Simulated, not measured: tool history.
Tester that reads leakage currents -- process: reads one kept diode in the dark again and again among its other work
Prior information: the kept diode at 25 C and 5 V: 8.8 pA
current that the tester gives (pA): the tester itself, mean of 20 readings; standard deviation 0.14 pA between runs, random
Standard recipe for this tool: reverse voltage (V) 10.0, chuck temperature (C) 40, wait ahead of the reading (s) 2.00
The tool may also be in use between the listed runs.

run     day  reverse voltage (V)  chuck temperature (C)  wait ahead of the reading (s)  current that the tester gives (pA)
  1   0.000                 10.0                     40                           2.00                               43.35
  2   1.671                 10.0                     40                           2.00                               43.19
  3   3.075                 10.0                     40                           2.00                               43.42
  4   4.517                 10.0                     43                           2.00                               54.71
  5   5.771                 10.0                     43                           2.00                               54.41
  6   8.104                 10.0                     43                           0.35                               61.50
  7  10.121                 10.0                     40                           1.48                               43.73
  8  11.696                 10.0                     40                           1.48                               43.98
  9  14.146                 10.0                     40                           1.48                               43.56
 10  15.967                 10.0                     40                           1.48                               44.02
 11  18.608                  1.1                     40                           2.00                               17.54
 12  21.408                 10.0                     40                           2.00                               43.24
 13  23.400                 10.0                     40                           1.31                               43.89
 14  25.188                 10.0                     40                           1.31                               43.90
 15  27.958                 10.0                     40                           1.31                               43.91
 16  29.208                 10.0                     40                           1.31                               43.93
 17  31.150                 10.0                     40                           1.31                               44.12
 18  33.779                 10.0                     40                           2.00                               43.40
 19  35.521                 10.0                     20                           2.00                                9.12
 20  36.838                 10.0                     20                           2.00                                8.92
 21  38.258                 10.0                     20                           2.00                                9.13
 22  39.692                  4.0                     20                           5.76                                5.37
 23  41.412                  4.0                     20                           5.76                                5.56
 24  44.304                  4.0                     20                           5.76                                5.45
 25  45.883                  4.0                     30                           0.38                               15.80
 26  47.167                  4.0                     30                           0.38                               15.90
 27  49.917                 10.0                     40                           1.29                               44.29
 28  52.592                 10.0                     42                           2.00                               50.47
 29  55.062                  1.1                     30                           2.58                                7.73
 30  57.017                  5.7                     21                           1.62                                7.70
 31  58.392                  2.3                     22                           2.57                                5.30
 32  60.567                  6.3                     21                           0.90                                8.98
 33  62.158                  6.3                     21                           0.90                                8.94
 34  64.100                  1.6                     40                           0.59                               20.96
 35  65.517                 10.0                     40                           6.09                               42.05
 36  67.692                  6.0                     29                           6.07                               13.86
 37  69.079                  6.0                     29                           6.07                               13.84
 38  70.600                 16.1                     29                           2.95                               21.81
 39  73.629                  5.3                     50                           0.37                               75.19
 40  75.404                  5.3                     50                           0.37                               74.98

Not shown: 1 entry that the log had between the listed runs. Between which runs, and how does the tool's hidden state differ before and after?
Between runs 38 and 39: probe card cleaned and baked (day 71.462)
  stray current of the dirty probe card, pA a volt: 0.025 -> 0.02
